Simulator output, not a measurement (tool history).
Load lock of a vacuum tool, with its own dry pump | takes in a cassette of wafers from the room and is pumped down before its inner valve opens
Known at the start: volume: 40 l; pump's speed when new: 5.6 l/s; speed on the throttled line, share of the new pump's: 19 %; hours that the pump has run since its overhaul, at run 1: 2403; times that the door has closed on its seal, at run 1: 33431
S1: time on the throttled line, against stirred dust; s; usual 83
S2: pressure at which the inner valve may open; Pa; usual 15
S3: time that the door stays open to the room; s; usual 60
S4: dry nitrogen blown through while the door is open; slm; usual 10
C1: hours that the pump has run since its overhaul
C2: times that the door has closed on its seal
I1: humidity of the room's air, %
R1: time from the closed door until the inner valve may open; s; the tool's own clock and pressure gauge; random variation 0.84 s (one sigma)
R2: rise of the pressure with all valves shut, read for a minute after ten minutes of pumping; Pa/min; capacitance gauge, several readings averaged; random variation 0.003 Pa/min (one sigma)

run 1 hour=0.0 | S1=83 S2=15 S3=60 S4=10 | C1=2403 C2=33431 | I1=47.1 | R1=131.7 R2=0.205
run 2 hour=241.4 | S1=83 S2=15 S3=60 S4=10 | C1=2645 C2=34167 | I1=47.5 | R1=130.7 R2=0.214
run 3 hour=440.8 | S1=83 S2=15 S3=60 S4=10 | C1=2844 C2=34775 | I1=45.2 | R1=131.5 R2=0.223
run 4 hour=735.7 | S1=83 S2=15 S3=60 S4=10 | C1=3139 C2=35675 | I1=43.9 | R1=131.6 R2=0.221
run 5 hour=927.8 | S1=83 S2=15 S3=60 S4=10 | C1=3331 C2=36261 | I1=48.0 | R1=132.6 R2=0.228
run 6 hour=1105.6 | S1=83 S2=15 S3=60 S4=10 | C1=3509 C2=36803 | I1=46.2 | R1=132.9 R2=0.239
run 7 hour=1252.4 | S1=83 S2=15 S3=59 S4=10 | C1=3656 C2=37251 | I1=42.7 | R1=132.1 R2=0.232
run 8 hour=1542.9 | S1=83 S2=15 S3=59 S4=10 | C1=3946 C2=38137 | I1=45.3 | R1=132.2 R2=0.245
run 9 hour=1847.8 | S1=83 S2=15 S3=59 S4=10 | C1=4251 C2=39067 | I1=47.9 | R1=133.0 R2=0.249
run 10 hour=2142.3 | S1=83 S2=15 S3=59 S4=10 | C1=4546 C2=39965 | I1=43.7 | R1=132.2 R2=0.265
run 11 hour=2282.6 | S1=83 S2=15 S3=59 S4=10 | C1=4686 C2=40393 | I1=47.4 | R1=133.0 R2=0.261
run 12 hour=2607.5 | S1=83 S2=15 S3=59 S4=10 | C1=5011 C2=41384 | I1=42.4 | R1=130.6 R2=0.269
run 13 hour=2817.9 | S1=83 S2=15 S3=59 S4=10 | C1=5221 C2=42025 | I1=48.8 | R1=132.3 R2=0.283
run 14 hour=3024.4 | S1=100 S2=15 S3=59 S4=10 | C1=5428 C2=42655 | I1=43.0 | R1=147.5 R2=0.275
run 15 hour=3298.4 | S1=83 S2=15 S3=60 S4=10 | C1=5702 C2=43491 | I1=46.8 | R1=134.4 R2=0.291
run 16 hour=3523.3 | S1=83 S2=15 S3=60 S4=27 | C1=5927 C2=44177 | I1=45.7 | R1=132.4 R2=0.296
run 17 hour=3847.2 | S1=83 S2=15 S3=60 S4=27 | C1=6251 C2=45164 | I1=43.2 | R1=134.2 R2=0.299
run 18 hour=4050.9 | S1=109 S2=15 S3=102 S4=24 | C1=6454 C2=45786 | I1=40.8 | R1=154.5 R2=0.305
run 19 hour=4314.1 | S1=47 S2=15 S3=60 S4=10 | C1=6718 C2=46589 | I1=42.2 | R1=107.0 R2=0.320
run 20 hour=4500.1 | S1=47 S2=17 S3=87 S4=4 | C1=6903 C2=47156 | I1=47.7 | R1=104.4 R2=0.339
run 21 hour=4759.0 | S1=85 S2=20 S3=176 S4=12 | C1=7162 C2=47946 | I1=45.0 | R1=133.6 R2=0.350
run 22 hour=4998.5 | S1=56 S2=15 S3=119 S4=8 | C1=7402 C2=48676 | I1=43.5 | R1=113.1 R2=0.351
run 23 hour=5173.1 | S1=42 S2=15 S3=30 S4=10 | C1=7577 C2=49209 | I1=42.3 | R1=103.4 R2=0.349
run 24 hour=5367.8 | S1=42 S2=15 S3=30 S4=10 | C1=7771 C2=49802 | I1=45.4 | R1=101.9 R2=0.358
run 25 hour=5663.6 | S1=83 S2=15 S3=60 S4=4 | C1=8067 C2=50704 | I1=48.4 | R1=134.0 R2=0.369

The next listed run, before its measurement:
run 26 hour=5887.4 | S1=83 S2=15 S3=32 S4=25 | C1=8291 C2=51387 | I1=47.4 | R1=? R2=?

{"run 26": {"R1": 136.3, "R2": 0.366}}
Without the tool's hidden state the same run would have given R1 131.9 s, R2 0.010 Pa/min.
